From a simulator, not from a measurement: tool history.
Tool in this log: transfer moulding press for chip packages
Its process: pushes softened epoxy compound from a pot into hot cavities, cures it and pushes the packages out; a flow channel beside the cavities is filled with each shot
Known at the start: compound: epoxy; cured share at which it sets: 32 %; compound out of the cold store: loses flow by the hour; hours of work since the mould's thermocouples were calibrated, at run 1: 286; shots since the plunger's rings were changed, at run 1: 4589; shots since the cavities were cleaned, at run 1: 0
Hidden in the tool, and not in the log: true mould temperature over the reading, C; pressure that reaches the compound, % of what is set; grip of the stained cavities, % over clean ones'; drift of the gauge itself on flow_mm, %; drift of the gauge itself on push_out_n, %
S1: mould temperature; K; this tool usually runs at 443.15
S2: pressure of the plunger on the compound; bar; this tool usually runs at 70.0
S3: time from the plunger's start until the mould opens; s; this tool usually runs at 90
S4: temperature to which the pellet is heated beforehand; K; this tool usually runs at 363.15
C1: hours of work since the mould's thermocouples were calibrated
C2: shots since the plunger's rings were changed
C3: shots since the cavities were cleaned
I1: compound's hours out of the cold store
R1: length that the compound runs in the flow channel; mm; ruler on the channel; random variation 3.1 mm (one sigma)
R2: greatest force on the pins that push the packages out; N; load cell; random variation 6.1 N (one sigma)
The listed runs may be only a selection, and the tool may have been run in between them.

{"run": 1, "hour": 0.0, "S1": 443.15, "S2": 70.0, "S3": 90, "S4": 363.15, "C1": 286, "C2": 4589, "C3": 0, "I1": 47.4, "R1": 555, "R2": 219}
{"run": 2, "hour": 41.8, "S1": 443.15, "S2": 70.0, "S3": 90, "S4": 363.15, "C1": 304, "C2": 4937, "C3": 348, "I1": 14.2, "R1": 612, "R2": 224}
{"hour": 102.4, "done": "plunger's sealing rings changed"}
{"run": 3, "hour": 105.6, "S1": 443.15, "S2": 70.0, "S3": 88, "S4": 363.15, "C1": 330, "C2": 27, "C3": 859, "I1": 28.6, "R1": 585, "R2": 234}
{"hour": 121.9, "done": "cavities cleaned with cleaning compound and waxed"}
{"run": 4, "hour": 145.6, "S1": 443.15, "S2": 70.0, "S3": 88, "S4": 363.15, "C1": 347, "C2": 348, "C3": 197, "I1": 42.0, "R1": 570, "R2": 242}
{"run": 5, "hour": 223.8, "S1": 443.15, "S2": 70.0, "S3": 88, "S4": 363.15, "C1": 381, "C2": 999, "C3": 848, "I1": 20.6, "R1": 605, "R2": 238}
{"hour": 239.8, "done": "cavities cleaned with cleaning compound and waxed"}
{"run": 6, "hour": 278.2, "S1": 443.15, "S2": 70.0, "S3": 75, "S4": 363.15, "C1": 403, "C2": 1440, "C3": 320, "I1": 29.4, "R1": 588, "R2": 272}
{"hour": 358.0, "done": "cavities cleaned with cleaning compound and waxed"}
{"run": 7, "hour": 360.8, "S1": 443.15, "S2": 70.0, "S3": 75, "S4": 363.15, "C1": 438, "C2": 2116, "C3": 23, "I1": 41.9, "R1": 575, "R2": 261}
{"hour": 384.6, "done": "mould's thermocouples calibrated"}
{"run": 8, "hour": 438.9, "S1": 443.15, "S2": 70.0, "S3": 75, "S4": 363.15, "C1": 23, "C2": 2750, "C3": 657, "I1": 44.3, "R1": 569, "R2": 270}
{"hour": 482.3, "done": "cavities cleaned with cleaning compound and waxed"}
{"run": 9, "hour": 492.1, "S1": 443.15, "S2": 70.0, "S3": 80, "S4": 363.15, "C1": 46, "C2": 3181, "C3": 81, "I1": 48.0, "R1": 561, "R2": 247}
{"run": 10, "hour": 566.0, "S1": 443.15, "S2": 67.9, "S3": 84, "S4": 363.15, "C1": 77, "C2": 3797, "C3": 697, "I1": 23.3, "R1": 589, "R2": 244}
{"hour": 602.4, "done": "cavities cleaned with cleaning compound and waxed"}
{"run": 11, "hour": 616.5, "S1": 443.15, "S2": 67.9, "S3": 129, "S4": 355.15, "C1": 98, "C2": 4205, "C3": 117, "I1": 13.7, "R1": 604, "R2": 214}
{"run": 12, "hour": 672.1, "S1": 443.15, "S2": 67.9, "S3": 129, "S4": 355.15, "C1": 122, "C2": 4668, "C3": 580, "I1": 32.6, "R1": 580, "R2": 223}
{"hour": 724.0, "done": "cavities cleaned with cleaning compound and waxed"}
{"run": 13, "hour": 730.0, "S1": 439.15, "S2": 67.9, "S3": 129, "S4": 368.15, "C1": 147, "C2": 5139, "C3": 50, "I1": 28.9, "R1": 587, "R2": 221}
{"hour": 763.0, "done": "plunger's sealing rings changed"}
{"run": 14, "hour": 786.3, "S1": 439.15, "S2": 67.9, "S3": 129, "S4": 368.15, "C1": 170, "C2": 194, "C3": 498, "I1": 43.2, "R1": 567, "R2": 217}

3 options for the next run, each taken on its own from the tool as it stands now. Forecast them:
{"hour": 847.1, "done": "cavities cleaned with cleaning compound and waxed"}
{"run": "A", "hour": 850.5, "S1": 438.15, "S2": 67.9, "S3": 86, "S4": 368.15, "C1": 197, "C2": 717, "C3": 29, "I1": 33.4, "R1": "?", "R2": "?"}
{"hour": 847.1, "done": "cavities cleaned with cleaning compound and waxed"}
{"run": "B", "hour": 850.5, "S1": 444.15, "S2": 83.8, "S3": 129, "S4": 368.15, "C1": 197, "C2": 717, "C3": 29, "I1": 14.4, "R1": "?", "R2": "?"}
{"hour": 847.1, "done": "cavities cleaned with cleaning compound and waxed"}
{"run": "C", "hour": 850.5, "S1": 439.15, "S2": 67.9, "S3": 89, "S4": 368.15, "C1": 197, "C2": 717, "C3": 29, "I1": 30.5, "R1": "?", "R2": "?"}

run=A R1=582 R2=289
run=B R1=670 R2=213
run=C R1=585 R2=258
Had the tool no hidden state, the same runs would have come out as:
run=A R1=582 R2=289
run=B R1=670 R2=213
run=C R1=585 R2=257
